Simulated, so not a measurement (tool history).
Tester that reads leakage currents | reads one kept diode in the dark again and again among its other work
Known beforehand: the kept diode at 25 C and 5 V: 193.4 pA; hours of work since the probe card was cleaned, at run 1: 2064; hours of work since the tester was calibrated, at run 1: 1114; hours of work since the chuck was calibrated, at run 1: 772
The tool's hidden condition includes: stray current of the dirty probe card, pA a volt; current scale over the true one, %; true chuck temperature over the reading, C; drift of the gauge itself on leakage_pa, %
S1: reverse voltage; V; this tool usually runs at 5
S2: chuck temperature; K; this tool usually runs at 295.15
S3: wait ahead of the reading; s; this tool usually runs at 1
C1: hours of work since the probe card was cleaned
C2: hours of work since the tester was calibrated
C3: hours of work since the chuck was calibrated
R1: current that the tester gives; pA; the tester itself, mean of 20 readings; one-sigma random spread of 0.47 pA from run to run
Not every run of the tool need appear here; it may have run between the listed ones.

run	hour	S1	S2	S3	C1	C2	C3	R1
1	0	5	295.15	1	2064	1114	772	170.55
2	63.4	5	295.15	1	2107	1157	815	171.49
3	125.2	5	295.15	1	2149	1199	857	171.71
4	175.8	5	295.15	1	2183	1233	891	172.37
5	246.3	5	295.15	1	2231	1281	939	174.01
6	306.8	5	295.15	1	2272	1322	980	174.62
7	380.6	5	295.15	1	2322	1372	1030	175.81
8	421.7	5	295.15	1	2350	1400	1057	175.43
9	489.7	5	295.15	1	2396	1446	1104	175.77
10	533	5	295.15	1	2425	1475	1133	176.15
11	593.4	5	295.15	1	2466	1516	1174	178.19
12	658.4	5	295.15	1	2510	1560	1218	178.08
# hour 665: probe card cleaned and baked
13	736.2	5	295.15	1	48	1611	1269	181.54
14	806.1	5	295.15	1	96	1659	1316	183.57
15	862.5	5	295.15	1	134	1697	1354	183.45
16	937.4	5	295.15	1	185	1747	1405	185.81
17	997.1	5	295.15	1	225	1788	1445	186.33
18	1076.6	5	295.15	1	279	1842	1499	186.46
# hour 1087.7: probe card cleaned and baked, once more
19	1166.1	5	295.15	1	53	1900	1558	174.79
20	1213.2	5	295.15	1	85	1932	1590	175.71
21	1254.8	5	295.15	1	113	1960	1618	175.44
# hour 1307.6: chuck's temperature calibrated
22	1338.6	4.28	301.15	0.81	169	2016	21	221.26
23	1378.2	4.28	301.15	0.81	196	2043	48	221.85
24	1448.9	5.33	301.15	2.5	243	2091	96	250.4
25	1530.6	5.33	301.15	2.5	299	2146	151	250.85
26	1604	5.33	304.15	3.52	349	2196	201	313.51
27	1652	5.33	311.15	9.76	381	2228	233	514.92
28	1719.9	5	295.15	0.92	427	2274	279	157.51
29	1778.2	5	295.15	0.77	467	2314	319	157.73
30	1820.9	1.07	295.15	8.59	496	2343	348	68.4
31	1873.4	1.07	295.15	8.59	531	2378	383	69.17
32	1940.6	5.03	313.15	7.36	577	2424	429	586.03
33	1996.3	8.12	321.15	4.79	614	2462	467	1291.77
34	2032.7	8.12	321.15	4.79	639	2486	491	1287.62
35	2100.5	8.12	321.15	4.79	685	2532	537	1293.11
36	2138.4	8.12	321.15	4.79	711	2558	563	1294.39
37	2185.6	8.12	321.15	4.79	743	2590	595	1304.84
38	2241.4	15.67	317.15	1	780	2628	633	1433.02
39	2314	1.22	317.15	0.47	830	2677	682	367.09

Run by run, hidden condition taken away, random variation retained:
run	R1
1	154.25
2	154.43
3	154.01
4	154.1
5	154.87
6	154.83
7	155.14
8	154.35
9	154.03
10	153.96
11	155.14
12	154.37
13	153.1
14	154.06
15	153.45
16	154.73
17	154.57
18	153.91
19	154.74
20	155.06
21	154.4
22	223.6
23	223.68
24	251.26
25	250.45
26	311.9
27	512.05
28	154.87
29	154.48
30	67.16
31	67.68
32	574.08
33	1264.61
34	1258.23
35	1259.23
36	1258.23
37	1265.31
38	1381.44
39	354.05

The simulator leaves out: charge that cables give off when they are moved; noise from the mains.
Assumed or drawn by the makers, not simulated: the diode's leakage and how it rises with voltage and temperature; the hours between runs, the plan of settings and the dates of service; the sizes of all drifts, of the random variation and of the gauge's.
